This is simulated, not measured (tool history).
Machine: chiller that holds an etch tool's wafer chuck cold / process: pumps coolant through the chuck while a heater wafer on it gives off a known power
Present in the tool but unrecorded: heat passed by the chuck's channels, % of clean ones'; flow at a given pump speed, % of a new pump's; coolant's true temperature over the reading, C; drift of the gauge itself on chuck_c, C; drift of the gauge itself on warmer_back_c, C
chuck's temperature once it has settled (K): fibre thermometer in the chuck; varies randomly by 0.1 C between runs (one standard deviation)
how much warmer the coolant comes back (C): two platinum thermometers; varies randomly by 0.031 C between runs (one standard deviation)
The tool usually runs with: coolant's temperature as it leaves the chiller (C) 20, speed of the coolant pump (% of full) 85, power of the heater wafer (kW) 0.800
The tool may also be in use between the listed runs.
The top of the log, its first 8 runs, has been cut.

run     day  coolant's temperature as it leaves the chiller (C)  speed of the coolant pump (% of full)  power of the heater wafer (kW)  hours since the coolant was changed and the channels were flushed  hours since the pump was overhauled  hours since the chiller's thermometer was calibrated  chuck's temperature once it has settled (K)  how much warmer the coolant comes back (C)
  9  11.500                                                  20                                     85                           0.800                                                               1037                                 2244                                                  1952                                       300.45                                        2.97
 10  13.504                                                  20                                     85                           0.800                                                               1085                                 2292                                                  2000                                       300.55                                        3.01
 11  15.188                                                  20                                     85                           0.800                                                               1125                                 2332                                                  2041                                       300.25                                        2.99
 12  16.150                                                  20                                     85                           0.800                                                               1149                                 2355                                                  2064                                       300.45                                        2.92
 13  17.067                                                  20                                     85                           0.800                                                               1171                                 2377                                                  2086                                       300.25                                        2.94
 14  18.979                                                  16                                     85                           0.800                                                               1216                                 2423                                                  2132                                       296.35                                        2.96
 15  20.388                                                  16                                     85                           0.800                                                               1250                                 2457                                                  2166                                       296.45                                        3.00
 16  22.083                                                  16                                     85                           0.800                                                               1291                                 2498                                                  2206                                       296.55                                        2.97
 17  24.104                                                  12                                     71                           0.963                                                               1339                                 2546                                                  2255                                       295.15                                        4.26
 18  25.779                                                  10                                     71                           0.936                                                               1380                                 2586                                                  2295                                       293.05                                        4.18
 19  27.700                                                  22                                     71                           0.812                                                               1426                                 2633                                                  2341                                       303.85                                        3.64
 20  29.658                                                  22                                     71                           0.812                                                               1473                                 2680                                                  2388                                       303.55                                        3.56
 21  31.583                                                  13                                     78                           1.047                                                               1519                                 2726                                                  2434                                       296.45                                        4.27
 22  32.721                                                  11                                     95                           0.917                                                               1546                                 2753                                                  2462                                       291.95                                        3.06
 23  34.275                                                  12                                     72                           1.003                                                               1584                                 2790                                                  2499                                       295.55                                        4.40
 24  36.358                                                  20                                     85                           0.404                                                               1634                                 2840                                                  2549                                       296.75                                        1.50

Run 25, settings as shown, results not yet in. Your forecast:
 25  38.346                                                  13                                     85                           0.800                                                               1681                                 2888                                                  2597                                            ?                                           ?

Run 25 produced chuck's temperature once it has settled (K) 293.55, how much warmer the coolant comes back (C) 2.96.
Had the tool carried no hidden state, the very same run would have given chuck's temperature once it has settled (K) 293.45, how much warmer the coolant comes back (C) 2.96.

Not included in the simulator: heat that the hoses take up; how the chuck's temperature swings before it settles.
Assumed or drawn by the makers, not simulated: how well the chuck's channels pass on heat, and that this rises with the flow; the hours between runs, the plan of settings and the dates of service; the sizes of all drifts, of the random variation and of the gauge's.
